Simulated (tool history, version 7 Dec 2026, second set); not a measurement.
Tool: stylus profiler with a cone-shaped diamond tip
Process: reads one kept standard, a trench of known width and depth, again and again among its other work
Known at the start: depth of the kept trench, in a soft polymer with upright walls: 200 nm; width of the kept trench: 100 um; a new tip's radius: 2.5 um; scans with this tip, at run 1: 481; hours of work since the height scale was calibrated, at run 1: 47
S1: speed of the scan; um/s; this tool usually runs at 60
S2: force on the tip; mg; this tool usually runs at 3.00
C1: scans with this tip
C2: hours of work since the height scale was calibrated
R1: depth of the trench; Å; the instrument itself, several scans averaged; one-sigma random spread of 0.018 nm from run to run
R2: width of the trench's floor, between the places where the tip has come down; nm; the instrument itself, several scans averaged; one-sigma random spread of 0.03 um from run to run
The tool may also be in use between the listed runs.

Run 1, hour 0.0: usual settings; C1 481; C2 47. Result: R1 2031.2 Å, R2 97660 nm.
Run 2, hour 11.1: usual settings; C1 536; C2 52. Result: R1 2030.9 Å, R2 97630 nm.
Run 3, hour 18.4: usual settings but S2 8.85 mg; C1 572; C2 56. Result: R1 2064.5 Å, R2 97880 nm.
Run 4, hour 25.5: usual settings but S1 36 um/s; C1 607; C2 59. Result: R1 2031.2 Å, R2 97770 nm.
Run 5, hour 34.0: usual settings but S1 36 um/s; C1 649; C2 63. Result: R1 2031.1 Å, R2 97790 nm.
Run 6, hour 40.6: usual settings but S1 86 um/s; C1 682; C2 66. Result: R1 2031.1 Å, R2 97510 nm.
Run 7, hour 55.1: usual settings but S1 86 um/s; C1 753; C2 73. Result: R1 2031.3 Å, R2 97530 nm.
Run 8, hour 70.2: usual settings; C1 828; C2 81. Result: R1 2031.3 Å, R2 97630 nm.
Run 9, hour 82.1: usual settings but S2 5.18 mg; C1 887; C2 86. Result: R1 2045.1 Å, R2 97780 nm.
Run 10, hour 89.4: usual settings but S1 42 um/s, S2 1.18 mg; C1 923; C2 90. Result: R1 2016.8 Å, R2 97620 nm.
Run 11, hour 100.0: usual settings but S1 198 um/s, S2 4.75 mg; C1 975; C2 95. Result: R1 2042.7 Å, R2 97140 nm.
Run 12, hour 109.6: usual settings but S1 55 um/s, S2 4.75 mg; C1 1023; C2 99. Result: R1 2042.6 Å, R2 97720 nm.
Run 13, hour 120.3: usual settings but S1 26 um/s, S2 1.85 mg; C1 1076; C2 105. Result: R1 2022.6 Å, R2 97790 nm.
Run 14, hour 135.0: usual settings but S1 147 um/s, S2 2.07 mg; C1 1149; C2 112. Result: R1 2024.4 Å, R2 96970 nm.
Run 15, hour 146.9: usual settings but S1 23 um/s, S2 2.07 mg; C1 1207; C2 117. Result: R1 2024.3 Å, R2 97840 nm.
Run 16, hour 156.1: usual settings but S1 46 um/s, S2 4.71 mg; C1 1253; C2 122. Result: R1 2042.3 Å, R2 97770 nm.
Run 17, hour 165.0: usual settings but S1 46 um/s, S2 4.71 mg; C1 1297; C2 126. Result: R1 2042.2 Å, R2 97760 nm.

Consider 3 possible next runs. They are alternatives, not a sequence: every one starts from the tool as it was left by run 17. What does each give?
Run A, hour 178.0: usual settings but S1 118 um/s, S2 2.94 mg; C1 1361; C2 132. Result: R1 ?, R2 ?.
Run B, hour 178.0: usual settings but S1 18 um/s, S2 1.16 mg; C1 1361; C2 132. Result: R1 ?, R2 ?.
Run C, hour 178.0: usual settings but S1 45 um/s, S2 1.07 mg; C1 1361; C2 132. Result: R1 ?, R2 ?.

run      R1     R2
  A  2031.2  97310
  B  2016.8  97770
  C  2015.9  97600
With no hidden state in the tool, these same runs would have given:
run      R1     R2
  A  2030.9  97430
  B  2016.6  97890
  C  2015.7  97710
